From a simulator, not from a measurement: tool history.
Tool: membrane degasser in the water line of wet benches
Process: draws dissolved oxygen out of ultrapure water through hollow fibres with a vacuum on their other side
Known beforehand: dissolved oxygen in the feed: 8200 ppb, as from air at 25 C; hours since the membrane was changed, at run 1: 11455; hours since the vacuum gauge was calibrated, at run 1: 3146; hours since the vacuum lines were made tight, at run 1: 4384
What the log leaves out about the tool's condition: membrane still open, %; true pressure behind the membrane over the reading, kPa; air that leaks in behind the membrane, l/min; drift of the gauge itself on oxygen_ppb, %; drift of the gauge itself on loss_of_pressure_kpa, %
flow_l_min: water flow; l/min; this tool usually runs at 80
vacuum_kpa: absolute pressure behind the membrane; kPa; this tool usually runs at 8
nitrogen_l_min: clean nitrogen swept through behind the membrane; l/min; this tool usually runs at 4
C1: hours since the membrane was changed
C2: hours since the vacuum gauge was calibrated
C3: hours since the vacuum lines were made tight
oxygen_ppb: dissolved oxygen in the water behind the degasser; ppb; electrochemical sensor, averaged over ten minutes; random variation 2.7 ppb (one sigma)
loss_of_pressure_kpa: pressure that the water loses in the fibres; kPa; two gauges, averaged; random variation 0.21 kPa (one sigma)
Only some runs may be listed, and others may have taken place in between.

Run 1, day 0: usual settings; C1 11455; C2 3146; C3 4384. Result: oxygen_ppb 258.8 ppb, loss_of_pressure_kpa 49.57 kPa.
Run 2, day 5.121: usual settings; C1 11578; C2 3268; C3 4507. Result: oxygen_ppb 263.6 ppb, loss_of_pressure_kpa 49.8 kPa.
Run 3, day 11.462: usual settings; C1 11730; C2 3421; C3 4660. Result: oxygen_ppb 262.1 ppb, loss_of_pressure_kpa 49.72 kPa.
Run 4, day 19.192: usual settings; C1 11916; C2 3606; C3 4845. Result: oxygen_ppb 263.2 ppb, loss_of_pressure_kpa 49.59 kPa.
Run 5, day 25.979: usual settings; C1 12079; C2 3769; C3 5008. Result: oxygen_ppb 262.4 ppb, loss_of_pressure_kpa 49.71 kPa.
At day 29.396: seals of the vacuum lines changed.
Run 6, day 35.762: usual settings; C1 12311; C2 4002; C3 153. Result: oxygen_ppb 263.6 ppb, loss_of_pressure_kpa 49.79 kPa.
Run 7, day 47.117: usual settings; C1 12584; C2 4274; C3 425. Result: oxygen_ppb 266.7 ppb, loss_of_pressure_kpa 49.12 kPa.
Run 8, day 57.4: usual settings; C1 12831; C2 4521; C3 672. Result: oxygen_ppb 262 ppb, loss_of_pressure_kpa 49.39 kPa.
Run 9, day 63.371: usual settings; C1 12974; C2 4664; C3 815. Result: oxygen_ppb 263.1 ppb, loss_of_pressure_kpa 49.07 kPa.
Run 10, day 71.496: usual settings; C1 13169; C2 4859; C3 1010. Result: oxygen_ppb 263.4 ppb, loss_of_pressure_kpa 49.64 kPa.
Run 11, day 76.696: usual settings; C1 13294; C2 4984; C3 1135. Result: oxygen_ppb 263.5 ppb, loss_of_pressure_kpa 49.07 kPa.
Run 12, day 88.05: usual settings; C1 13566; C2 5257; C3 1408. Result: oxygen_ppb 263.8 ppb, loss_of_pressure_kpa 49.04 kPa.
At day 92.092: membrane cartridge changed.
Run 13, day 96.212: usual settings but flow_l_min 127 l/min, nitrogen_l_min 11.85 l/min; C1 99; C2 5449; C3 1600. Result: oxygen_ppb 309.7 ppb, loss_of_pressure_kpa 77.73 kPa.

Estimate the outcome of run 14 from the log above:
Run 14, day 105.371: usual settings but flow_l_min 101 l/min, vacuum_kpa 9.93 kPa, nitrogen_l_min 5.92 l/min; C1 319; C2 5668; C3 1819. Result: oxygen_ppb ?, loss_of_pressure_kpa ?.

oxygen_ppb: 357.5 ppb
loss_of_pressure_kpa: 61.69 kPa
Had the tool carried no hidden state, the very same run would have given oxygen_ppb 357.3 ppb, loss_of_pressure_kpa 62.42 kPa.
